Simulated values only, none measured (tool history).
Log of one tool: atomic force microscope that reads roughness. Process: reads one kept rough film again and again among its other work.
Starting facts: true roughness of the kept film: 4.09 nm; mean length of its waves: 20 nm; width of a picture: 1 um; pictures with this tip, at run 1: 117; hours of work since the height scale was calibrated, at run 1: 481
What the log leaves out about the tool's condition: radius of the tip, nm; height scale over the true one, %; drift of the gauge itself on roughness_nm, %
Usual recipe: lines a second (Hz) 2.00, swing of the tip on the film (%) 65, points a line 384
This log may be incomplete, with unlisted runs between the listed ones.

run     day  lines a second (Hz)  swing of the tip on the film (%)  points a line  pictures with this tip  hours of work since the height scale was calibrated  roughness of the kept film (nm (root mean square))
  1   0.000                 2.00                                65            384                     117                                                  481                                               2.731
      0.438  -- new tip fitted
  2   1.842                 0.86                                65            384                      44                                                  500                                               3.027
  3   3.775                 2.00                                65            384                     104                                                  520                                               2.723
      4.521  -- new tip fitted
  4   4.708                 1.25                                65            384                       6                                                  530                                               3.213
  5   6.200                 1.25                                65            384                      52                                                  545                                               2.993
  6   7.550                 1.25                                65            384                      95                                                  559                                               2.820
      8.721  -- new tip fitted
  7   9.008                 1.25                                65            384                       9                                                  574                                               3.210
  8  10.025                 1.25                                59            384                      40                                                  585                                               3.085
  9  11.442                 1.25                                59            384                      85                                                  600                                               2.927
 10  12.404                 2.00                                65            624                     115                                                  610                                               2.766
     12.842  -- new tip fitted
 11  13.354                 0.60                                82            384                      16                                                  620                                               3.121
 12  15.038                 0.54                                88            700                      69                                                  637                                               2.920
 13  16.258                 0.54                                88            700                     107                                                  650                                               2.798
     16.971  -- new tip fitted
 14  17.538                 1.01                                61            432                      18                                                  663                                               3.182
 15  18.621                 1.80                                75            412                      52                                                  674                                               2.894
 16  19.454                 1.80                                75            412                      78                                                  683                                               2.808

3 ways to go on from here, each from the tool as it stands after run 16. What would each give?
     21.042  -- new tip fitted
  A  21.454                 0.51                                85            546                      13                                                  704                                                   ?
     21.042  -- new tip fitted
  B  21.454                 2.00                                65            503                      13                                                  704                                                   ?
     21.042  -- new tip fitted
  C  21.454                 1.50                                75            481                      13                                                  704                                                   ?

run  roughness of the kept film (nm (root mean square))
  A                                               3.183
  B                                               3.153
  C                                               3.119
With no hidden state in the tool, these same runs would have given:
run  roughness of the kept film (nm (root mean square))
  A                                               3.278
  B                                               3.247
  C                                               3.212

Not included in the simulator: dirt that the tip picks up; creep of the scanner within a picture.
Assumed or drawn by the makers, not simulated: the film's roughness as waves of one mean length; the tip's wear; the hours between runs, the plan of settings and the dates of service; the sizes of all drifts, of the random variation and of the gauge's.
